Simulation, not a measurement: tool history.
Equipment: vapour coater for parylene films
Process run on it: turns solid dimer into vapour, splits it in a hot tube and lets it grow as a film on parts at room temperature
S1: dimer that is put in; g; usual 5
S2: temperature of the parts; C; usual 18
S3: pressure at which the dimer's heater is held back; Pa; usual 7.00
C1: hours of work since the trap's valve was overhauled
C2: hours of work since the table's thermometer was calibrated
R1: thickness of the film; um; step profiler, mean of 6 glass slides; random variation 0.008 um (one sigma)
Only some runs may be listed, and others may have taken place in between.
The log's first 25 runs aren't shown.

Run 26, hour 324.9: usual settings but S3 2.67 Pa; C1 122; C2 701. Result: R1 1.271 um.
Run 27, hour 340.8: usual settings but S1 7 g; C1 134; C2 713. Result: R1 1.440 um.
Run 28, hour 354.8: usual settings but S1 3 g, S2 11 C, S3 5.33 Pa; C1 145; C2 723. Result: R1 0.922 um.
Run 29, hour 368.0: usual settings but S1 3 g, S2 11 C, S3 5.33 Pa; C1 155; C2 733. Result: R1 0.908 um.
Run 30, hour 375.7: usual settings but S1 3 g, S2 20 C; C1 160; C2 739. Result: R1 0.559 um.
Run 31, hour 383.6: usual settings but S1 7 g, S2 21 C, S3 2.90 Pa; C1 166; C2 745. Result: R1 1.504 um.
Run 32, hour 402.0: usual settings but S1 7 g, S2 21 C, S3 2.90 Pa; C1 180; C2 759. Result: R1 1.497 um.
Run 33, hour 414.5: usual settings but S1 4 g, S2 15 C, S3 4.67 Pa; C1 190; C2 769. Result: R1 1.031 um.
Run 34, hour 425.1: usual settings but S1 4 g, S2 15 C, S3 4.67 Pa; C1 198; C2 777. Result: R1 1.011 um.
Run 35, hour 437.0: usual settings but S1 4 g, S2 15 C, S3 4.67 Pa; C1 207; C2 786. Result: R1 1.031 um.
Run 36, hour 449.2: usual settings but S1 4 g, S2 15 C, S3 5.77 Pa; C1 216; C2 795. Result: R1 0.969 um.
Run 37, hour 464.5: usual settings but S1 4 g, S3 3.28 Pa; C1 228; C2 806. Result: R1 0.952 um.
Run 38, hour 473.6: usual settings but S1 3 g, S3 5.65 Pa; C1 235; C2 813. Result: R1 0.651 um.
Run 39, hour 482.0: usual settings but S1 3 g, S3 5.65 Pa; C1 241; C2 820. Result: R1 0.635 um.
Run 40, hour 500.4: usual settings but S2 15 C, S3 2.41 Pa; C1 255; C2 834. Result: R1 1.466 um.
Run 41, hour 509.5: usual settings but S1 2 g, S2 15 C, S3 3.04 Pa; C1 262; C2 840. Result: R1 0.547 um.
Run 42, hour 526.7: usual settings but S1 2 g, S2 17 C, S3 3.04 Pa; C1 275; C2 854. Result: R1 0.498 um.
Run 43, hour 540.0: usual settings but S1 7 g, S2 13 C, S3 5.13 Pa; C1 285; C2 864. Result: R1 1.911 um.
Run 44, hour 551.1: usual settings but S1 7 g, S2 13 C, S3 5.13 Pa; C1 293; C2 872. Result: R1 1.895 um.
Run 45, hour 568.2: usual settings but S1 4 g, S2 13 C, S3 5.13 Pa; C1 306; C2 885. Result: R1 1.084 um.
Run 46, hour 579.4: usual settings but S1 8 g, S2 24 C, S3 8.11 Pa; C1 315; C2 893. Result: R1 1.152 um.
Run 47, hour 591.3: usual settings but S2 19 C, S3 3.97 Pa; C1 324; C2 902. Result: R1 1.076 um.

What if the next run were any one of these 4? Each begins from the tool's condition after run 47:
Run A, hour 603.7: usual settings but S1 2 g, S2 22 C, S3 5.71 Pa; C1 333; C2 912. Result: R1 ?.
Run B, hour 603.7: usual settings but S1 2 g, S2 27 C; C1 333; C2 912. Result: R1 ?.
Run C, hour 603.7: usual settings but S1 3 g, S2 17 C, S3 10.08 Pa; C1 333; C2 912. Result: R1 ?.
Run D, hour 603.7: usual settings but S1 3 g, S2 22 C, S3 3.97 Pa; C1 333; C2 912. Result: R1 ?.

run     R1
  A  0.346
  B  0.246
  C  0.578
  D  0.559
Stripped of hidden state, with their random variation kept, the same runs would have yielded:
run     R1
  A  0.373
  B  0.266
  C  0.624
  D  0.603
